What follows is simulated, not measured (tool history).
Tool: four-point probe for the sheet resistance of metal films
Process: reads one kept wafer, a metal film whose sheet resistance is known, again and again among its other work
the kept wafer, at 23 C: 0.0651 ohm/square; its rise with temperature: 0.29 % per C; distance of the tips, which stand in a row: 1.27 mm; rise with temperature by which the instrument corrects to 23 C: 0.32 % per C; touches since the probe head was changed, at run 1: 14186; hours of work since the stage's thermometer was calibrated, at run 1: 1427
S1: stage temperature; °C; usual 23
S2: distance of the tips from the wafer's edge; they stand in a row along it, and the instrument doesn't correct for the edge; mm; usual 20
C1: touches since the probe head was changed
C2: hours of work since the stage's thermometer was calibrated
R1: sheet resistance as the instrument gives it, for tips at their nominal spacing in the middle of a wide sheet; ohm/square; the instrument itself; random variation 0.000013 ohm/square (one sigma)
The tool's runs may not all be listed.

| run | day | S1 | S2 | C1 | C2 | R1 |
|---|---|---|---|---|---|---|
| 1 | 0 | 23 | 20 | 14186 | 1427 | 0.065313 |
| 2 | 1.358 | 23 | 42 | 14889 | 1445 | 0.065225 |
| 3 | 3.367 | 23 | 42 | 15929 | 1470 | 0.065222 |
| 4 | 5.354 | 25 | 20 | 16958 | 1495 | 0.065294 |
| 5 | 8.083 | 23 | 50 | 18371 | 1530 | 0.065262 |
| 6 | 10.579 | 25 | 16 | 19662 | 1561 | 0.065369 |
| 7 | 11.912 | 24 | 7 | 20353 | 1578 | 0.066309 |
| 8 | 14.358 | 24 | 7 | 21619 | 1609 | 0.06631 |
| 9 | 17.408 | 27 | 46 | 23198 | 1647 | 0.065171 |
| 10 | 19.112 | 33 | 3 | 24081 | 1669 | 0.070722 |

4 ways to go on from here, each from the tool as it stands after run 10. What would each give?
| A | 21.412 | 24 | 19 | 25272 | 1698 | ? |
| B | 21.412 | 33 | 28 | 25272 | 1698 | ? |
| C | 21.412 | 30 | 20 | 25272 | 1698 | ? |
| D | 21.412 | 28 | 29 | 25272 | 1698 | ? |

| run | R1 |
|---|---|
| A | 0.065361 |
| B | 0.065131 |
| C | 0.065259 |
| D | 0.065215 |
Without the tool's hidden state the same runs would have given:
| run | R1 |
|---|---|
| A | 0.065219 |
| B | 0.064993 |
| C | 0.065119 |
| D | 0.065075 |
